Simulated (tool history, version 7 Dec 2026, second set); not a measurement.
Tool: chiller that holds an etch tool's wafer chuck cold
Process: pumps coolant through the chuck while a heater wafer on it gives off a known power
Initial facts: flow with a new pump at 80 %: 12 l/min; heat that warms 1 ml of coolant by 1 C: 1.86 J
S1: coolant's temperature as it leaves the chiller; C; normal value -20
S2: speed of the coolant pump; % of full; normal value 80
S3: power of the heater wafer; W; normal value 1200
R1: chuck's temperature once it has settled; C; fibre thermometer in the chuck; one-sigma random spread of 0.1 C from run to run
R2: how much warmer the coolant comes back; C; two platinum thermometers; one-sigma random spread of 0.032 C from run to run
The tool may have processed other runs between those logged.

Run 1, hour 0: usual settings. Result: R1 -9.2 C, R2 3.41 C.
Run 2, hour 29.5: usual settings. Result: R1 -9.1 C, R2 3.46 C.
Run 3, hour 66.8: usual settings. Result: R1 -9.2 C, R2 3.47 C.
Run 4, hour 92.9: usual settings. Result: R1 -9.2 C, R2 3.39 C.
Run 5, hour 122.4: usual settings. Result: R1 -9.2 C, R2 3.51 C.
Run 6, hour 161.9: usual settings but S3 1523 W. Result: R1 -6.1 C, R2 4.38 C.
Run 7, hour 199.3: usual settings but S3 1523 W. Result: R1 -6.2 C, R2 4.4 C.
Run 8, hour 233.5: usual settings but S2 65 % of full. Result: R1 -7.1 C, R2 4.23 C.
Run 9, hour 271.1: usual settings but S2 65 % of full. Result: R1 -7.2 C, R2 4.18 C.
Run 10, hour 312.2: usual settings. Result: R1 -9.1 C, R2 3.47 C.
Run 11, hour 355.5: usual settings but S2 98 % of full. Result: R1 -10.5 C, R2 2.91 C.
Run 12, hour 379.6: usual settings but S1 -27 C. Result: R1 -15.9 C, R2 3.46 C.
Run 13, hour 404.5: usual settings but S1 -27 C. Result: R1 -15.9 C, R2 3.5 C.
Run 14, hour 425.8: usual settings but S1 -27 C. Result: R1 -15.9 C, R2 3.5 C.
Run 15, hour 453.2: usual settings but S1 -27 C. Result: R1 -16 C, R2 3.52 C.
Run 16, hour 487.1: usual settings but S1 -27 C. Result: R1 -15.9 C, R2 3.45 C.
Run 17, hour 515.5: usual settings but S1 -27 C. Result: R1 -15.8 C, R2 3.53 C.
At hour 522.7: coolant pump overhauled.
Run 18, hour 552.5: usual settings but S1 -27 C. Result: R1 -15.5 C, R2 3.66 C.
Run 19, hour 585.3: usual settings but S1 -14 C, S2 76 % of full, S3 1522 W. Result: R1 1.2 C, R2 4.81 C.
Run 20, hour 611.5: usual settings but S1 -14 C, S2 75 % of full, S3 1522 W. Result: R1 1.5 C, R2 4.9 C.
At hour 623.5: coolant pump overhauled, once more.
Run 21, hour 651.3: usual settings but S1 -29 C, S2 64 % of full, S3 1676 W. Result: R1 -11.8 C, R2 5.61 C.
Run 22, hour 693.3: usual settings but S1 -26 C, S2 76 % of full, S3 1059 W. Result: R1 -16.1 C, R2 3.01 C.
Run 23, hour 715.6: usual settings but S2 74 % of full, S3 620 W. Result: R1 -14 C, R2 1.8 C.
Run 24, hour 758.1: usual settings but S1 -23 C, S2 96 % of full, S3 861 W. Result: R1 -16.2 C, R2 1.9 C.
Run 25, hour 780.6: usual settings but S1 -23 C, S2 63 % of full, S3 1109 W. Result: R1 -11.2 C, R2 3.75 C.
Run 26, hour 808.8: usual settings but S1 -28 C, S2 97 % of full, S3 826 W. Result: R1 -21.4 C, R2 1.88 C.
Run 27, hour 829.9: usual settings but S2 73 % of full, S3 1623 W. Result: R1 -4.5 C, R2 4.78 C.
Run 28, hour 852.8: usual settings but S1 -12 C, S3 1276 W. Result: R1 -0.5 C, R2 3.44 C.
Run 29, hour 880.7: usual settings but S3 1446 W. Result: R1 -7.1 C, R2 3.92 C.
Run 30, hour 905.6: usual settings but S1 -28 C, S2 72 % of full, S3 1123 W. Result: R1 -17.1 C, R2 3.35 C.
Run 31, hour 940.8: usual settings but S1 -17 C, S2 82 % of full, S3 1455 W. Result: R1 -4.1 C, R2 3.83 C.
Run 32, hour 965.1: usual settings but S1 -11 C, S2 93 % of full, S3 1686 W. Result: R1 2.6 C, R2 3.95 C.
Run 33, hour 1002.3: usual settings but S1 -11 C, S2 93 % of full, S3 1686 W. Result: R1 2.4 C, R2 3.94 C.

Consider 3 possible next runs. They are alternatives, not a sequence: every one starts from the tool as it was left by run 33. What does each give?
Run A, hour 1027: usual settings but S1 -25 C, S2 99 % of full, S3 1732 W. Result: R1 ?, R2 ?.
Run B, hour 1027: usual settings but S1 -13 C, S2 98 % of full, S3 786 W. Result: R1 ?, R2 ?.
Run C, hour 1027: usual settings but S3 783 W. Result: R1 ?, R2 ?.

run     R1    R2
  A  -11.7  3.81
  B   -6.8  1.76
  C  -12.9  2.13
Stripped of hidden state, with their random variation kept, the same runs would have yielded:
run     R1    R2
  A  -13.6  3.77
  B   -7.8  1.74
  C  -14.1  2.11
